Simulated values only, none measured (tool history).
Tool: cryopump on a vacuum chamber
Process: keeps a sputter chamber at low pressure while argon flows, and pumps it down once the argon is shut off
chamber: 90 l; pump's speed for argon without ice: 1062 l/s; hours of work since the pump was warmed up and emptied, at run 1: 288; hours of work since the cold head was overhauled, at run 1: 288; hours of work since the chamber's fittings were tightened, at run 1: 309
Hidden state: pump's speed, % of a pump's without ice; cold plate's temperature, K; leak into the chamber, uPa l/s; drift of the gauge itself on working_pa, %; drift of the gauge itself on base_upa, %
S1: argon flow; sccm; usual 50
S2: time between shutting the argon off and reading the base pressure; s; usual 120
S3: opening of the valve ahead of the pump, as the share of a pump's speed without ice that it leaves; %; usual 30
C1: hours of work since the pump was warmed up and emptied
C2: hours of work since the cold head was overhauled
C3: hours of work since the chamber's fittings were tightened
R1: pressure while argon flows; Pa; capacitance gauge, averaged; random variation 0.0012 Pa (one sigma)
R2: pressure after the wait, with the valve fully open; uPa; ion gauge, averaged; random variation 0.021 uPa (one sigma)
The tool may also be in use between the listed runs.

run   hour  S1   S2  S3   C1   C2   C3      R1    R2
  1      0  50  120  30  288  288  309  0.2836  1.59
  2   10.8  50  120  30  292  292  314  0.2809  1.54
  3   26.6  50  120  30  299  299  321  0.2818  1.57
  4   34.9  50  120  30  303  303  324  0.2812  1.59
  5     52  75  120  30  310  310  332  0.4229   1.6
  6   65.2  50  120  30  316  316  338  0.2838  1.65
  7   80.1  50  120  30  323  323  344  0.2847  1.72
  8   98.2  37   55  15  330  330  352  0.4059  1.96
  9  114.2  37   37  55  337  337  359  0.1224  2.35
 10  128.2  30  177  30  344  344  365  0.1724  1.72
 11  145.1  29   94  57  351  351  372  0.0922  1.83
 12  158.5  20  120  32  357  357  378  0.1085  1.79
 13  171.1  50   29  17  362  362  384  0.4926  2.59

Measured less the same run without the tool's hidden state. The same run-to-run variation is in both; the gauge's scatter may not be:
run       R1     R2
  1  +0.0167  +1.04
  2  +0.0169  +1.03
  3  +0.0173  +1.08
  4  +0.0175  +1.05
  5  +0.0271  +1.08
  6  +0.0185  +1.13
  7  +0.0189  +1.16
  8  +0.0144  +1.18
  9  +0.0148  +1.26
 10  +0.0124  +1.24
 11  +0.0121  +1.26
 12  +0.0086   +1.3
 13  +0.0219  +1.32
